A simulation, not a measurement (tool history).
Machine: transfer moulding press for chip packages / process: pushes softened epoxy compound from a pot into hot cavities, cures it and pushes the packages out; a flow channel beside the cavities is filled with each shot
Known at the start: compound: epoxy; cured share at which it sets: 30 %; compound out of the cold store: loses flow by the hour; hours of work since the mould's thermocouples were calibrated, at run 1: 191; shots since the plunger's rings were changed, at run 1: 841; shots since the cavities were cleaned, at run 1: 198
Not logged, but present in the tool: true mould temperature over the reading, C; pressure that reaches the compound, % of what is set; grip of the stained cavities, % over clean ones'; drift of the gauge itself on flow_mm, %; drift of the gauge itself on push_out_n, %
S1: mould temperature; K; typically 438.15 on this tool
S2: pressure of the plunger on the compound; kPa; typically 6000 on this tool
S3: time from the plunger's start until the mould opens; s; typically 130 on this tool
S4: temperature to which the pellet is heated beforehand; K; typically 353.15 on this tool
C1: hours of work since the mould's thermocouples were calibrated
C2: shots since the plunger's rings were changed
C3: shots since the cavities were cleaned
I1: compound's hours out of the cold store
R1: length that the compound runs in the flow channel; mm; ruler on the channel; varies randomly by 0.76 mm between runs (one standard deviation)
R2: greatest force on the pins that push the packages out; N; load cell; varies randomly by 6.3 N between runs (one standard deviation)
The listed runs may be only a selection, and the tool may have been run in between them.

run	hour	S1	S2	S3	S4	C1	C2	C3	I1	R1	R2
1	0.0	438.15	6000	130	353.15	191	841	198	46.5	469.1	293
2	20.1	438.15	6000	130	353.15	199	955	312	10.7	580.1	345
3	40.2	438.15	6000	130	362.15	207	1068	425	35.8	497.0	333
4	57.7	438.15	6000	130	361.15	214	1167	524	19.5	548.1	364
# hour 61.9: cavities cleaned with cleaning compound and waxed
5	74.1	438.15	6000	130	353.15	221	1251	69	21.0	542.7	301
6	93.2	438.15	6000	161	353.15	228	1358	176	10.8	577.0	240
7	113.6	438.15	6000	161	353.15	237	1473	291	11.3	574.8	257
8	124.4	438.15	6000	161	353.15	241	1534	352	22.7	536.3	272
9	135.0	438.15	6000	161	353.15	246	1594	412	14.1	565.0	272
10	155.1	438.15	6000	161	353.15	254	1707	525	45.6	467.9	293
# hour 158.5: cavities cleaned with cleaning compound and waxed
11	169.2	438.15	6000	161	353.15	259	1778	60	32.7	504.3	225
12	180.9	438.15	6000	130	353.15	264	1844	126	43.0	475.0	292
13	194.0	438.15	6000	164	353.15	269	1918	200	24.4	529.5	249
14	203.4	438.15	6000	169	353.15	273	1971	253	27.7	520.7	254
15	223.8	430.15	5060	154	346.15	282	2086	368	19.1	515.4	436
16	234.4	434.15	4730	156	359.15	286	2146	428	38.4	437.9	312
17	250.1	434.15	4730	156	359.15	293	2235	517	21.2	483.9	321
# hour 255.5: cavities cleaned with cleaning compound and waxed
18	263.6	435.15	6490	129	350.15	298	2302	46	38.8	509.4	339
19	275.6	444.15	7210	147	359.15	303	2370	114	16.5	595.7	225
20	296.8	444.15	7210	147	359.15	311	2489	233	13.5	605.9	235
21	313.3	444.15	4700	147	359.15	318	2583	327	45.0	406.8	249
22	322.7	444.15	4700	147	359.15	322	2636	380	15.1	484.6	263
23	339.2	438.15	6000	126	353.15	329	2728	472	8.8	578.8	415
# hour 351.6: cavities cleaned with cleaning compound and waxed
24	361.8	438.15	4980	143	362.15	338	2848	58	36.9	445.5	237
25	382.5	437.15	5360	160	359.15	346	2964	174	43.9	445.0	240
26	392.1	437.15	5360	160	359.15	350	3018	228	27.4	489.5	256
27	406.2	438.15	4820	130	353.15	356	3098	308	47.9	410.2	327
28	424.9	444.15	6260	123	348.15	364	3203	413	30.1	511.9	289

Consider 4 possible next runs. They are alternatives, not a sequence: every one starts from the tool as it was left by run 28. What does each give?
A	437.7	440.15	4710	133	353.15	369	3275	485	46.4	?	?
B	437.7	438.15	7200	146	346.15	369	3275	485	27.1	?	?
C	437.7	444.15	6350	119	348.15	369	3275	485	45.5	?	?
D	437.7	438.15	6000	130	361.15	369	3275	485	43.4	?	?

run	R1	R2
A	406.2	310
B	566.9	314
C	469.8	304
D	470.3	341
With no hidden state in the tool, these same runs would have given:
run	R1	R2
A	415.5	229
B	579.7	230
C	480.6	223
D	481.1	250
